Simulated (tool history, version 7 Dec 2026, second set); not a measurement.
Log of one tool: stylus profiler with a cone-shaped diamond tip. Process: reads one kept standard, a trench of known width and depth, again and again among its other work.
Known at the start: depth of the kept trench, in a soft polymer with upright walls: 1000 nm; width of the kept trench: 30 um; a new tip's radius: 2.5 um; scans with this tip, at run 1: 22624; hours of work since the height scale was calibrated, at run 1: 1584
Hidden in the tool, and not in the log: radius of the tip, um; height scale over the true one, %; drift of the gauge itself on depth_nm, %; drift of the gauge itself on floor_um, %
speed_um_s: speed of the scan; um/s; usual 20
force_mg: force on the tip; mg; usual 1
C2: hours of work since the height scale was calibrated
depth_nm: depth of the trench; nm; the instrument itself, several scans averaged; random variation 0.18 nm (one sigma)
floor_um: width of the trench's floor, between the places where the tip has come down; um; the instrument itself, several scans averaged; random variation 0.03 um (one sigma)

run 1 hour=0 | speed_um_s=20 force_mg=1 | scans_with_this_tip=22624 C2=1584 | depth_nm=999.78 floor_um=23.25
run 2 hour=85.4 | speed_um_s=20 force_mg=1 | scans_with_this_tip=23290 C2=1630 | depth_nm=999.45 floor_um=23.18
run 3 hour=125.1 | speed_um_s=20 force_mg=1 | scans_with_this_tip=23600 C2=1652 | depth_nm=999.56 floor_um=23.17
run 4 hour=174.8 | speed_um_s=12 force_mg=1 | scans_with_this_tip=23986 C2=1679 | depth_nm=999.55 floor_um=23.21
run 5 hour=221.1 | speed_um_s=12 force_mg=1 | scans_with_this_tip=24348 C2=1704 | depth_nm=999.32 floor_um=23.15
run 6 hour=298.1 | speed_um_s=14 force_mg=1 | scans_with_this_tip=24948 C2=1746 | depth_nm=999.74 floor_um=23.13
run 7 hour=351.2 | speed_um_s=14 force_mg=1 | scans_with_this_tip=25362 C2=1775 | depth_nm=999.17 floor_um=23.05
run 8 hour=420 | speed_um_s=20 force_mg=0.65 | scans_with_this_tip=25898 C2=1813 | depth_nm=998.12 floor_um=22.86
run 9 hour=509.8 | speed_um_s=20 force_mg=0.65 | scans_with_this_tip=26598 C2=1862 | depth_nm=997.93 floor_um=22.83
-- hour=595.6 height scale calibrated on a step standard
run 10 hour=595.6 | speed_um_s=20 force_mg=0.69 | scans_with_this_tip=27263 C2=0 | depth_nm=995.33 floor_um=22.8
run 11 hour=651.1 | speed_um_s=39 force_mg=0.69 | scans_with_this_tip=27696 C2=30 | depth_nm=995.25 floor_um=22.59
run 12 hour=723.1 | speed_um_s=39 force_mg=0.69 | scans_with_this_tip=28257 C2=70 | depth_nm=995.41 floor_um=22.54
run 13 hour=797.4 | speed_um_s=20 force_mg=1 | scans_with_this_tip=28837 C2=110 | depth_nm=996.2 floor_um=22.77
run 14 hour=858.5 | speed_um_s=6 force_mg=1 | scans_with_this_tip=29313 C2=143 | depth_nm=996.19 floor_um=22.81
run 15 hour=938.8 | speed_um_s=9 force_mg=1 | scans_with_this_tip=29939 C2=187 | depth_nm=995.79 floor_um=22.68
run 16 hour=994.2 | speed_um_s=20 force_mg=0.72 | scans_with_this_tip=30371 C2=218 | depth_nm=995.21 floor_um=22.57
-- hour=1013.5 height scale calibrated on a step standard, once more
run 17 hour=1062.8 | speed_um_s=20 force_mg=1.68 | scans_with_this_tip=30901 C2=27 | depth_nm=1005.2 floor_um=22.65
run 18 hour=1148.8 | speed_um_s=20 force_mg=0.38 | scans_with_this_tip=31572 C2=74 | depth_nm=1001.76 floor_um=22.36
run 19 hour=1195.9 | speed_um_s=20 force_mg=0.38 | scans_with_this_tip=31939 C2=100 | depth_nm=1001.66 floor_um=22.33
run 20 hour=1247.4 | speed_um_s=20 force_mg=0.38 | scans_with_this_tip=32340 C2=128 | depth_nm=1001.58 floor_um=22.38
run 21 hour=1315.7 | speed_um_s=20 force_mg=1 | scans_with_this_tip=32873 C2=165 | depth_nm=1003.08 floor_um=22.42
run 22 hour=1363.6 | speed_um_s=20 force_mg=1 | scans_with_this_tip=33246 C2=191 | depth_nm=1003.25 floor_um=22.33
run 23 hour=1417.8 | speed_um_s=20 force_mg=1 | scans_with_this_tip=33669 C2=221 | depth_nm=1002.77 floor_um=22.36
run 24 hour=1486.9 | speed_um_s=20 force_mg=1 | scans_with_this_tip=34207 C2=258 | depth_nm=1003.02 floor_um=22.27
run 25 hour=1565.9 | speed_um_s=32 force_mg=2.65 | scans_with_this_tip=34823 C2=301 | depth_nm=1006.09 floor_um=22.23
run 26 hour=1630.3 | speed_um_s=9 force_mg=1.35 | scans_with_this_tip=35326 C2=337 | depth_nm=1004.06 floor_um=22.33
run 27 hour=1681.2 | speed_um_s=26 force_mg=2.07 | scans_with_this_tip=35722 C2=364 | depth_nm=1005.12 floor_um=22.25
run 28 hour=1777.8 | speed_um_s=17 force_mg=2.81 | scans_with_this_tip=36476 C2=417 | depth_nm=1006.5 floor_um=22.2
run 29 hour=1847.7 | speed_um_s=49 force_mg=0.52 | scans_with_this_tip=37020 C2=455 | depth_nm=1001.04 floor_um=21.67
run 30 hour=1901.7 | speed_um_s=49 force_mg=0.52 | scans_with_this_tip=37441 C2=485 | depth_nm=1001.02 floor_um=21.65
-- hour=1914.8 new tip fitted, height scale calibrated
run 31 hour=1965.1 | speed_um_s=49 force_mg=0.52 | scans_with_this_tip=392 C2=27 | depth_nm=1002.62 floor_um=25.26
run 32 hour=2024.7 | speed_um_s=35 force_mg=1.18 | scans_with_this_tip=856 C2=60 | depth_nm=1004.28 floor_um=25.57
run 33 hour=2066.2 | speed_um_s=21 force_mg=1.19 | scans_with_this_tip=1180 C2=83 | depth_nm=1004.04 floor_um=25.63
run 34 hour=2133.1 | speed_um_s=33 force_mg=2.92 | scans_with_this_tip=1702 C2=119 | depth_nm=1007.52 floor_um=25.48
run 35 hour=2227.7 | speed_um_s=8 force_mg=1 | scans_with_this_tip=2439 C2=171 | depth_nm=1003.52 floor_um=25.49
run 36 hour=2296.9 | speed_um_s=54 force_mg=0.56 | scans_with_this_tip=2979 C2=209 | depth_nm=1002.16 floor_um=24.88
run 37 hour=2375.2 | speed_um_s=9 force_mg=0.98 | scans_with_this_tip=3588 C2=251 | depth_nm=1003.12 floor_um=25.41
run 38 hour=2448.9 | speed_um_s=29 force_mg=1.34 | scans_with_this_tip=4164 C2=291 | depth_nm=1003.76 floor_um=25.11
run 39 hour=2536.2 | speed_um_s=6 force_mg=1.2 | scans_with_this_tip=4844 C2=339 | depth_nm=1003.72 floor_um=25.25
run 40 hour=2631.1 | speed_um_s=20 force_mg=0.36 | scans_with_this_tip=5584 C2=391 | depth_nm=1001.21 floor_um=24.94
run 41 hour=2671.3 | speed_um_s=20 force_mg=0.36 | scans_with_this_tip=5897 C2=413 | depth_nm=1001.05 floor_um=24.85
run 42 hour=2724.3 | speed_um_s=20 force_mg=0.36 | scans_with_this_tip=6310 C2=442 | depth_nm=1001.17 floor_um=24.79
run 43 hour=2792.5 | speed_um_s=12 force_mg=2.47 | scans_with_this_tip=6842 C2=479 | depth_nm=1006.05 floor_um=24.96
run 44 hour=2841.7 | speed_um_s=15 force_mg=2.06 | scans_with_this_tip=7225 C2=506 | depth_nm=1004.64 floor_um=24.9
run 45 hour=2931.8 | speed_um_s=15 force_mg=2.06 | scans_with_this_tip=7928 C2=555 | depth_nm=1005.07 floor_um=24.84

Forecast each of these 4 alternatives for the next run:
run A hour=3008.4 | speed_um_s=15 force_mg=1.49 | scans_with_this_tip=8525 C2=597 | depth_nm=? floor_um=?
run B hour=3008.4 | speed_um_s=11 force_mg=0.58 | scans_with_this_tip=8525 C2=597 | depth_nm=? floor_um=?
run C hour=3008.4 | speed_um_s=48 force_mg=0.67 | scans_with_this_tip=8525 C2=597 | depth_nm=? floor_um=?
run D hour=3008.4 | speed_um_s=22 force_mg=0.45 | scans_with_this_tip=8525 C2=597 | depth_nm=? floor_um=?

run=A depth_nm=1003.58 floor_um=24.74
run=B depth_nm=1001.41 floor_um=24.75
run=C depth_nm=1001.31 floor_um=24.29
run=D depth_nm=1000.86 floor_um=24.57
Without the tool's hidden state the same runs would have given:
run=A depth_nm=1005 floor_um=25.89
run=B depth_nm=1002.84 floor_um=25.91
run=C depth_nm=1002.73 floor_um=25.45
run=D depth_nm=1002.28 floor_um=25.72
